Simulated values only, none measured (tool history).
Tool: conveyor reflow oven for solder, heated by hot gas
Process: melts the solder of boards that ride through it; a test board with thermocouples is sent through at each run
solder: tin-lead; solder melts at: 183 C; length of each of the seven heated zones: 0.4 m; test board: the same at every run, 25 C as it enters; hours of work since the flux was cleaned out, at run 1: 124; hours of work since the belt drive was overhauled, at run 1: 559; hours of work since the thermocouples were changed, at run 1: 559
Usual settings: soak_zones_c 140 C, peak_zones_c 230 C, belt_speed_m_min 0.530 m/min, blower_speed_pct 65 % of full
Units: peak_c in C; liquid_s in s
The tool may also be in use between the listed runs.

run	hour	soak_zones_c	peak_zones_c	belt_speed_m_min	blower_speed_pct	hours of work since the flux was cleaned out	hours of work since the belt drive was overhauled	hours of work since the thermocouples were changed	peak_c	liquid_s
1	0.0	140	230	0.530	65	124	559	559	211.6	63.6
2	53.4	140	230	0.530	65	161	595	595	211.6	62.2
3	114.1	140	230	0.530	65	202	636	636	211.2	62.0
4	169.4	140	230	0.530	65	239	674	674	211.2	62.0
5	220.4	140	230	0.445	65	274	708	708	216.3	82.7
6	278.4	140	230	0.445	65	313	748	748	216.1	81.6
# hour 354.6: belt drive overhauled, speed set with a stopwatch
7	355.5	140	230	0.445	65	363	1	798	216.1	82.0
8	399.1	140	230	0.445	65	393	30	827	216.3	82.3
# hour 409.8: flux residue cleaned out of gas plates and filters
9	477.9	140	230	0.445	65	46	80	877	218.3	84.6
10	536.0	140	230	0.445	65	86	120	917	217.6	84.8
11	571.2	149	240	0.596	65	110	144	941	219.1	66.0
12	604.9	127	232	0.596	65	133	167	963	207.1	45.9

The next listed run, before its measurement:
# hour 623.8: belt drive overhauled, speed set with a stopwatch, once more
13	678.4	127	232	0.596	65	180	37	1011	?	?

peak_c: 206.4 C
liquid_s: 43.7 s
Without the tool's hidden state the same run would have given peak_c 206.8 C, liquid_s 44.4 s.

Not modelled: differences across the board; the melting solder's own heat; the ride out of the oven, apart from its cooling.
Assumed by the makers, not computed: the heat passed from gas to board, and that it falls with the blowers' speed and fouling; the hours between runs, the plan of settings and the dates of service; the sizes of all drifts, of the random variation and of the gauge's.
